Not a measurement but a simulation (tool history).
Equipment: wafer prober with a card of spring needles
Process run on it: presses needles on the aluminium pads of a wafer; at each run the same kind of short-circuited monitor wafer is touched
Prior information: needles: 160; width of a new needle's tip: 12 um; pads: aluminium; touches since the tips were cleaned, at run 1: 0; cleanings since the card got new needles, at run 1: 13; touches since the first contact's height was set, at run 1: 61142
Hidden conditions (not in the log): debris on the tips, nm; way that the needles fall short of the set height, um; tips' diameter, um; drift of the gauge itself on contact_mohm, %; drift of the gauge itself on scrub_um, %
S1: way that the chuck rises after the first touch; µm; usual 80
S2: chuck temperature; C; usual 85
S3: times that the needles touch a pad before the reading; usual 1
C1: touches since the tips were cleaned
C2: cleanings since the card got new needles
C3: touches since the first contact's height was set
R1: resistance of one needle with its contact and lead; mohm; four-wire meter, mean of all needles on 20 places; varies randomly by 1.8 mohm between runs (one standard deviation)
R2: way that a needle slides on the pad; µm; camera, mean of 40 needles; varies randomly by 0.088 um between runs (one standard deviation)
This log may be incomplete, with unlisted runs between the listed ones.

run    day  S1  S2  S3    C1  C2      C3   R1     R2
  1  0.000  80  85   1     0  13   61142  183  14.59
     1.000  -- tips cleaned on abrasive film
  2  1.008  80  85   1    38  14   65657  182  14.86
  3  1.746  80  85   1  3362  14   68981  184  14.61
     1.958  -- tips cleaned on abrasive film
  4  2.692  80  85   1  3295  15   73226  186  14.57
     2.988  -- tips cleaned on abrasive film
  5  3.425  80  85   1  1972  16   76516  186  14.75
     3.983  -- tips cleaned on abrasive film
  6  4.708  83  82   2  3258  17   82272  184  15.30
     4.946  -- tips cleaned on abrasive film
  7  5.358  83  82   2  1859  18   85187  184  15.32
     5.896  -- tips cleaned on abrasive film
  8  6.500  83  82   1  2726  19   90313  183  15.30
     6.862  -- tips cleaned on abrasive film
  9  7.471  80  69   1  2733  20   94659  183  14.67
     7.858  -- tips cleaned on abrasive film
     8.879  -- tips cleaned on abrasive film
 10  8.888  96  86   2    37  22  101005  181  17.62

What differs in the tool's unlogged condition from the final listed run ahead of each entry between runs to the first listed run following it?
In the gap between runs 1 and 2: tips cleaned on abrasive film (day 1.000)
  nothing in the hidden state changes from one run to the other
In the gap between runs 3 and 4: tips cleaned on abrasive film (day 1.958)
  nothing in the hidden state changes from one run to the other
In the gap between runs 4 and 5: tips cleaned on abrasive film (day 2.988)
  debris on the tips, nm: 0.7 -> 0.5
In the gap between runs 5 and 6: tips cleaned on abrasive film (day 3.983)
  debris on the tips, nm: 0.5 -> 0.7
In the gap between runs 6 and 7: tips cleaned on abrasive film (day 4.946)
  debris on the tips, nm: 0.7 -> 0.5
In the gap between runs 7 and 8: tips cleaned on abrasive film (day 5.896)
  debris on the tips, nm: 0.5 -> 0.6
In the gap between runs 8 and 9: tips cleaned on abrasive film (day 6.862)
  nothing in the hidden state changes from one run to the other
In the gap between runs 9 and 10: tips cleaned on abrasive film (day 7.858); tips cleaned on abrasive film (day 8.879)
  debris on the tips, nm: 0.6 -> 0.1
